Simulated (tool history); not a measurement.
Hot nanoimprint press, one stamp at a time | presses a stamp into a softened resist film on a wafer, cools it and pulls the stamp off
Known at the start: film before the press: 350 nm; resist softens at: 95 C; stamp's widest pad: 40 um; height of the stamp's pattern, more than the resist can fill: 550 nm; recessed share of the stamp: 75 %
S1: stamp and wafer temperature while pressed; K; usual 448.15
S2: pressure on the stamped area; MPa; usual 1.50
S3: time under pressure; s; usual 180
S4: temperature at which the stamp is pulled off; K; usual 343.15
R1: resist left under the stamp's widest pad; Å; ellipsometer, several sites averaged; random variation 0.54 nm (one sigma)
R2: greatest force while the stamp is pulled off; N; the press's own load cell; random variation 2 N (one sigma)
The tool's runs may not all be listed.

{"run": 1, "day": 0.0, "S1": 448.15, "S2": 1.5, "S3": 180, "S4": 343.15, "R1": 1237, "R2": 188}
{"run": 2, "day": 0.771, "S1": 448.15, "S2": 1.51, "S3": 180, "S4": 343.15, "R1": 1232, "R2": 186}
{"run": 3, "day": 1.392, "S1": 448.15, "S2": 1.51, "S3": 180, "S4": 343.15, "R1": 1237, "R2": 187}
{"run": 4, "day": 2.154, "S1": 448.15, "S2": 1.5, "S3": 180, "S4": 343.15, "R1": 1243, "R2": 186}
{"run": 5, "day": 3.029, "S1": 448.15, "S2": 1.5, "S3": 180, "S4": 343.15, "R1": 1240, "R2": 185}
{"run": 6, "day": 3.542, "S1": 448.15, "S2": 1.5, "S3": 180, "S4": 343.15, "R1": 1241, "R2": 187}
{"run": 7, "day": 4.412, "S1": 448.15, "S2": 1.5, "S3": 174, "S4": 343.15, "R1": 1261, "R2": 188}
{"day": 4.729, "done": "stamp cleaned and given a new release coat"}
{"run": 8, "day": 5.5, "S1": 448.15, "S2": 1.5, "S3": 174, "S4": 343.15, "R1": 1252, "R2": 186}
{"run": 9, "day": 6.183, "S1": 448.15, "S2": 1.3, "S3": 180, "S4": 343.15, "R1": 1323, "R2": 190}
{"run": 10, "day": 7.071, "S1": 448.15, "S2": 1.3, "S3": 180, "S4": 343.15, "R1": 1334, "R2": 192}
{"run": 11, "day": 7.646, "S1": 448.15, "S2": 1.3, "S3": 180, "S4": 343.15, "R1": 1328, "R2": 186}
{"run": 12, "day": 8.138, "S1": 448.15, "S2": 1.3, "S3": 180, "S4": 343.15, "R1": 1331, "R2": 190}
{"run": 13, "day": 9.083, "S1": 448.15, "S2": 1.3, "S3": 180, "S4": 343.15, "R1": 1323, "R2": 187}
{"run": 14, "day": 9.9, "S1": 448.15, "S2": 1.3, "S3": 180, "S4": 343.15, "R1": 1324, "R2": 185}
{"run": 15, "day": 10.338, "S1": 448.15, "S2": 1.3, "S3": 227, "S4": 343.15, "R1": 1202, "R2": 189}
{"run": 16, "day": 11.083, "S1": 450.15, "S2": 2.26, "S3": 241, "S4": 351.15, "R1": 809, "R2": 147}
{"run": 17, "day": 11.483, "S1": 459.15, "S2": 1.33, "S3": 93, "S4": 341.15, "R1": 1056, "R2": 195}
{"day": 12.538, "done": "stamp cleaned and given a new release coat"}
{"run": 18, "day": 12.642, "S1": 459.15, "S2": 1.33, "S3": 93, "S4": 341.15, "R1": 1069, "R2": 197}
{"day": 12.921, "done": "plate thermocouple calibrated"}
{"run": 19, "day": 13.4, "S1": 451.15, "S2": 1.5, "S3": 334, "S4": 343.15, "R1": 834, "R2": 185}
{"run": 20, "day": 14.162, "S1": 443.15, "S2": 1.01, "S3": 348, "S4": 330.15, "R1": 1456, "R2": 253}
{"run": 21, "day": 14.725, "S1": 448.15, "S2": 1.33, "S3": 100, "S4": 343.15, "R1": 1661, "R2": 188}
{"run": 22, "day": 15.483, "S1": 444.15, "S2": 1.05, "S3": 230, "S4": 334.15, "R1": 1609, "R2": 234}
{"run": 23, "day": 16.408, "S1": 452.15, "S2": 1.56, "S3": 254, "S4": 340.15, "R1": 878, "R2": 202}
{"run": 24, "day": 16.933, "S1": 446.15, "S2": 1.31, "S3": 91, "S4": 339.15, "R1": 1845, "R2": 213}
{"run": 25, "day": 17.533, "S1": 454.15, "S2": 1.5, "S3": 193, "S4": 335.15, "R1": 919, "R2": 227}
{"run": 26, "day": 18.167, "S1": 439.15, "S2": 1.5, "S3": 234, "S4": 343.15, "R1": 1698, "R2": 189}
{"run": 27, "day": 19.117, "S1": 439.15, "S2": 1.5, "S3": 234, "S4": 331.15, "R1": 1701, "R2": 247}
{"run": 28, "day": 19.888, "S1": 439.15, "S2": 1.41, "S3": 234, "S4": 331.15, "R1": 1758, "R2": 253}
{"day": 20.425, "done": "stamp cleaned and given a new release coat"}
{"run": 29, "day": 20.925, "S1": 439.15, "S2": 1.41, "S3": 234, "S4": 331.15, "R1": 1747, "R2": 249}
{"run": 30, "day": 21.421, "S1": 439.15, "S2": 1.41, "S3": 234, "S4": 331.15, "R1": 1751, "R2": 258}

4 ways to go on from here, each from the tool as it stands after run 30. What would each give?
{"run": "A", "day": 22.379, "S1": 448.15, "S2": 2.05, "S3": 156, "S4": 340.15, "R1": "?", "R2": "?"}
{"run": "B", "day": 22.379, "S1": 450.15, "S2": 1.64, "S3": 180, "S4": 335.15, "R1": "?", "R2": "?"}
{"run": "C", "day": 22.379, "S1": 448.15, "S2": 1.33, "S3": 180, "S4": 332.15, "R1": "?", "R2": "?"}
{"run": "D", "day": 22.379, "S1": 453.15, "S2": 1.5, "S3": 214, "S4": 329.15, "R1": "?", "R2": "?"}

run=A R1=1125 R2=203
run=B R1=1082 R2=231
run=C R1=1326 R2=240
run=D R1=921 R2=263
Without the tool's hidden state the same runs would have given:
run=A R1=1126 R2=203
run=B R1=1082 R2=231
run=C R1=1328 R2=240
run=D R1=921 R2=263
